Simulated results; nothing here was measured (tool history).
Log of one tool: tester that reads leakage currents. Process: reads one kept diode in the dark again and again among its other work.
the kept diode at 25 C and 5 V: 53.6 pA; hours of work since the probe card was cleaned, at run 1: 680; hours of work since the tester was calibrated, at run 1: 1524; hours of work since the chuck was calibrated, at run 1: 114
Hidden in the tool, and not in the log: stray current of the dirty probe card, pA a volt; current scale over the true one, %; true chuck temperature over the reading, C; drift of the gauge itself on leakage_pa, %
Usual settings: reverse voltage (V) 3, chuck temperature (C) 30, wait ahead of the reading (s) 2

run,hour,reverse voltage (V),chuck temperature (C),wait ahead of the reading (s),hours of work since the probe card was cleaned,hours of work since the tester was calibrated,hours of work since the chuck was calibrated,current that the tester gives (pA)
1,0,3,30,2,680,1524,114,66.03
2,33.4,3,30,2,706,1549,139,66.05
3,56.8,3,30,2,723,1566,157,66.09
4,89.5,3,30,2,748,1591,182,66.31
5,110.4,19.19,30,2,764,1607,198,154.95
# hour 114.8: chuck's temperature calibrated
6,141,19.19,30,2,785,1629,20,156.6
7,156.5,1.07,30,2,797,1640,31,42.53
8,176,1.07,30,2,812,1655,46,42.36
9,205.7,7.84,30,2,834,1677,69,103.01
10,222.4,1.13,49,2.65,847,1690,81,179.23
11,255.3,1.13,49,2.65,872,1715,106,178.72
# hour 273.4: chuck's temperature calibrated, once more
12,279,1.13,49,2.65,888,1731,4,177.85
13,304.3,7.61,28,0.89,907,1750,23,88.85
14,328.7,7.61,28,0.89,925,1769,42,88.83
15,352.4,3,49,2,943,1787,60,274.07
16,378,1.41,20,4.06,963,1806,79,21.29
17,401.6,2.28,23,2.1,981,1824,97,34.1

The same runs without the tool's hidden state, with the same run-to-run variation:
run,current that the tester gives (pA)
1,65.06
2,64.91
3,64.82
4,64.86
5,147.18
6,148.28
7,41.67
8,41.44
9,98.64
10,176.16
11,175.31
12,175.63
13,84.74
14,84.55
15,268.94
16,20.33
17,32.49
